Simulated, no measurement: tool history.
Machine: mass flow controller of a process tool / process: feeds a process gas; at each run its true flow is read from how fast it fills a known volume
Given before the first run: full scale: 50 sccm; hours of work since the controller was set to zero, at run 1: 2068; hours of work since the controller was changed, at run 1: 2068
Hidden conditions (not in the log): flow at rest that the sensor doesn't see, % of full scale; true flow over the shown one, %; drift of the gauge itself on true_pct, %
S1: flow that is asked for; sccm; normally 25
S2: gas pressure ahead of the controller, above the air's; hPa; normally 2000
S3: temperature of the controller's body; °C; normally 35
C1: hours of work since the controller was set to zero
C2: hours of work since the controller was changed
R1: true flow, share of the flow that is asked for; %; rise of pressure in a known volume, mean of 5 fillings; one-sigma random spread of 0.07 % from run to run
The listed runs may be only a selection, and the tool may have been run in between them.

run	hour	S1	S2	S3	C1	C2	R1
1	0.0	25	2000	35	2068	2068	99.49
2	64.9	25	2000	21	2112	2112	100.68
3	127.7	25	2000	21	2154	2154	100.66
4	280.8	25	1570	35	2258	2258	99.71
5	431.7	25	1570	35	2360	2360	99.84
6	523.9	25	1570	35	2422	2422	99.96
7	654.9	25	2000	35	2511	2511	99.57
8	741.1	25	2000	35	2570	2570	99.71
9	891.2	25	2000	35	2671	2671	99.70
10	993.8	25	2000	35	2741	2741	99.79
11	1084.1	25	2000	35	2802	2802	99.70
12	1186.6	25	2000	35	2871	2871	99.77
13	1289.9	25	2000	35	2941	2941	99.72
14	1391.5	25	2000	35	3010	3010	99.77
15	1540.1	25	1770	35	3111	3111	99.87
16	1680.5	25	1770	35	3206	3206	99.92
17	1764.5	25	2000	28	3263	3263	100.31
18	1852.5	25	2000	28	3322	3322	100.44
19	1984.3	25	2000	31	3412	3412	100.23
20	2076.9	25	2000	31	3475	3475	100.09
21	2176.1	25	2000	31	3542	3542	100.15
22	2312.5	25	2000	31	3634	3634	100.19
23	2434.4	41	2000	35	3717	3717	99.43
24	2539.0	41	2000	35	3788	3788	99.44
25	2617.5	46	2000	35	3841	3841	99.46
26	2746.7	46	2000	35	3928	3928	99.45
27	2866.9	46	2000	35	4010	4010	99.46
28	2936.6	46	1680	20	4057	4057	100.65
29	3071.5	42	1680	26	4148	4148	100.30
30	3216.5	42	1680	26	4247	4247	100.27
31	3366.0	12	2050	37	4348	4348	101.96
32	3499.6	42	1950	39	4438	4438	99.18
33	3562.1	7	1580	39	4481	4481	105.08
34	3696.1	9	1740	32	4571	4571	104.02
35	3777.4	6	2790	32	4627	4627	106.41
36	3926.4	6	2790	32	4727	4727	106.58
37	4029.9	6	2460	34	4798	4798	106.62

Run 38 has not been measured yet. What should we expect?
38	4181.9	25	2460	32	4901	4901	?

R1: 100.03 %
With the hidden condition absent and the run-to-run variation left alone, this run would have shown R1 98.81 %.

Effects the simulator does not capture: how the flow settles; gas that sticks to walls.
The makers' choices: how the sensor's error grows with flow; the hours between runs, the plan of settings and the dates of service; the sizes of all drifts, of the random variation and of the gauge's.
